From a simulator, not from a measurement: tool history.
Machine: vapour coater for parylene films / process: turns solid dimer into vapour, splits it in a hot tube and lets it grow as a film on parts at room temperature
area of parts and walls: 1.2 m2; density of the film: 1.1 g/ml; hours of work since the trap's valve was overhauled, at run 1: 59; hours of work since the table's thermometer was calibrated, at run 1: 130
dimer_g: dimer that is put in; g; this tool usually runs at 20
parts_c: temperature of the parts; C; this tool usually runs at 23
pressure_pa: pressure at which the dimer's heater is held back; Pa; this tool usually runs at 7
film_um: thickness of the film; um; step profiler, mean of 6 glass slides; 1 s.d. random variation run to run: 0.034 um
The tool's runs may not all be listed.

run	hour	dimer_g	parts_c	pressure_pa	hours of work since the trap's valve was overhauled	hours of work since the table's thermometer was calibrated	film_um
1	0	20	23	7	59	130	7.81
2	21.3	26	23	7	69	139	10.16
3	40.4	22	23	7	77	148	8.56
4	61.4	20	23	7	87	157	7.73
5	75.4	20	23	9.88	93	163	7.29
6	95.6	20	23	9.88	102	172	7.29
7	104.9	20	23	2.21	106	177	9.32
8	121.7	20	23	11.8	113	184	7.04
9	142	20	23	7	122	193	7.65
10	162.2	20	23	7	131	202	7.62
11	181.6	20	23	7	140	211	7.59
12	200.8	20	23	7	149	219	7.54
13	212	20	23	7	154	224	7.58
14	225.5	20	23	7	160	230	7.56
15	235.8	20	23	7	164	235	7.54
16	250.4	20	23	3.44	171	241	8.41
17	261.9	20	23	2.28	176	246	8.97
18	273.2	20	23	11.45	181	251	6.92
19	282.3	20	23	11.45	185	255	6.91
20	302.9	20	23	6.23	194	265	7.61
21	317.6	20	23	7	200	271	7.4
# hour 319.9: table's thermometer calibrated
22	330.1	9	23	2.15	206	5	4.04
23	351	15	19	2.15	215	14	7.47
24	361.3	15	19	2.15	219	18	7.43

Predict the results of run 25:
25	372.6	15	16	3.17	224	23	?

{"run 25": {"film_um": 7.62}}
With the hidden condition absent and the run-to-run variation left alone, this run would have shown film_um 8.3 um.
